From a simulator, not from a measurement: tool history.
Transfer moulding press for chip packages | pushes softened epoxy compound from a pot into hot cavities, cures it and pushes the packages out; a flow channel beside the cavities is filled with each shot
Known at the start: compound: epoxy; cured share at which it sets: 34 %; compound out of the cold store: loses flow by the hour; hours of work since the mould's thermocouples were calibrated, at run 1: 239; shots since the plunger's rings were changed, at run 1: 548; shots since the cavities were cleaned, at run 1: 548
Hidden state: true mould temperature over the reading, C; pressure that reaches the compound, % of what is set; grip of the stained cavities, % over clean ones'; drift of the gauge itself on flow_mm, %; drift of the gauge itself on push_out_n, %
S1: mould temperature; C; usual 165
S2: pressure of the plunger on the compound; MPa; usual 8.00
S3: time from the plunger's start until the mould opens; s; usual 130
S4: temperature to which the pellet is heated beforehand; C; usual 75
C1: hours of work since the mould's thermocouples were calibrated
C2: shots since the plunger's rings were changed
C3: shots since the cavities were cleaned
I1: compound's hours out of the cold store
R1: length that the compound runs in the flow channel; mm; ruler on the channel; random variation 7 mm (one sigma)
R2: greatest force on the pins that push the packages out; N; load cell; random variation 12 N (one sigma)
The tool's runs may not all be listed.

run,hour,S1,S2,S3,S4,C1,C2,C3,I1,R1,R2
1,0.0,165,8.00,130,75,239,548,548,18.4,818,769
2,15.2,165,8.00,130,75,248,672,672,29.1,792,776
3,33.9,165,8.00,130,75,259,824,824,35.3,789,776
# hour 50.1: cavities cleaned with cleaning compound and waxed
4,65.1,165,8.00,130,75,276,1066,122,36.4,769,611
5,82.0,158,8.00,130,75,286,1203,259,36.9,784,983
6,102.6,165,8.00,130,75,298,1371,427,9.7,838,745
7,128.5,165,8.00,130,75,313,1581,637,33.3,754,781
8,149.1,165,8.00,130,75,325,1749,805,36.4,769,780
# hour 167.6: cavities cleaned with cleaning compound and waxed
9,175.8,168,8.25,120,84,340,1954,67,21.6,795,572
10,189.5,165,8.00,126,71,348,2065,178,45.1,740,667
11,217.1,165,8.00,126,71,364,2290,403,37.6,752,737
12,246.0,165,8.00,126,71,381,2525,638,33.5,762,808
13,272.3,165,8.00,170,71,396,2739,852,38.8,738,696
# hour 284.6: cavities cleaned with cleaning compound and waxed
14,297.3,165,8.00,170,71,410,2930,103,47.9,718,520
15,323.8,165,8.00,170,71,425,3145,318,24.9,773,605

The next listed run, before its measurement:
16,340.6,165,8.00,170,71,435,3282,455,42.3,?,?

Run 16 gave R1 720 mm, R2 618 N.
Without the tool's hidden state the same run would have given R1 761 mm, R2 450 N.

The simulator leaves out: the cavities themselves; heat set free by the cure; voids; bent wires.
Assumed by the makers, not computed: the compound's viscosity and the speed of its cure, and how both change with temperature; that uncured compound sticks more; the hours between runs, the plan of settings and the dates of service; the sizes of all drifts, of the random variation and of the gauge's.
